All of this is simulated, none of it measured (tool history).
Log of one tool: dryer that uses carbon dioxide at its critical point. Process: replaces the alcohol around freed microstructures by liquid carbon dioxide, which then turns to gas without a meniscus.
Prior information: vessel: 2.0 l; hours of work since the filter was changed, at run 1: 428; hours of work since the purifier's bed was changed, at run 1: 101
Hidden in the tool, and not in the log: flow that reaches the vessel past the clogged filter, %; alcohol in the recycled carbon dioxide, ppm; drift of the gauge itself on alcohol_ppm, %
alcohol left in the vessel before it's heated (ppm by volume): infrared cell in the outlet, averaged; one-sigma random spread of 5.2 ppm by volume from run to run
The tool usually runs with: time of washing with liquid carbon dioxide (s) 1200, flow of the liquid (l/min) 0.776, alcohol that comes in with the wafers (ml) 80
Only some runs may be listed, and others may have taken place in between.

run,hour,time of washing with liquid carbon dioxide (s),flow of the liquid (l/min),alcohol that comes in with the wafers (ml),hours of work since the filter was changed,hours of work since the purifier's bed was changed,alcohol left in the vessel before it's heated (ppm by volume)
1,0,1200,0.776,80,428,101,159
2,14,1200,0.776,80,435,107,146
3,34.3,1200,0.776,80,444,116,158
4,63.3,1200,0.596,80,457,130,529
5,82.1,780,0.596,80,466,138,2361
6,105.7,780,0.596,80,476,149,2423
7,134.3,1020,0.596,80,489,162,996
8,148.1,1020,0.596,80,496,168,1021
9,169.5,1200,0.776,80,506,178,169
10,202.4,1200,0.776,80,521,193,181
11,222.2,1200,0.776,80,530,202,184
12,241.7,1200,0.776,80,538,211,180
13,263.6,1200,0.776,80,548,221,176
# hour 289.2: inlet filter changed
14,293.3,1320,0.776,80,2,234,93
15,319.6,1320,0.776,80,14,246,102
16,334.5,1320,0.776,80,21,253,102
17,359.3,1320,0.776,80,32,264,107
18,387.5,1200,0.673,80,45,277,266
19,413.4,1500,0.726,80,57,289,79
20,441.4,1500,0.726,80,69,301,94
21,467.6,1500,0.894,51,81,313,65
22,486.6,840,1.104,45,90,322,115
23,517.7,720,0.776,80,104,336,1173
24,533.1,1440,0.537,21,111,343,138
25,560.8,1440,0.589,21,124,356,120
26,589.9,1440,0.589,21,137,369,110
27,608.9,1260,1.132,29,146,378,68
28,625.4,1260,1.132,29,153,385,67
29,647.5,900,1.147,58,163,395,108
30,664.2,1200,0.526,26,171,403,298
31,689.6,1200,0.898,49,183,415,93
32,717.6,1200,1.117,49,195,427,80
33,746.1,1200,1.117,49,208,440,77

3 ways to go on from here, each from the tool as it stands after run 33. What would each give?
A,775.8,1200,0.759,74,222,454,?
B,775.8,780,0.814,83,222,454,?
C,775.8,1680,1.117,72,222,454,?

run,alcohol left in the vessel before it's heated (ppm by volume)
A,196
B,816
C,72
With the hidden condition removed and each run's random variation left untouched, the same runs would have given:
run,alcohol left in the vessel before it's heated (ppm by volume)
A,105
B,666
C,1
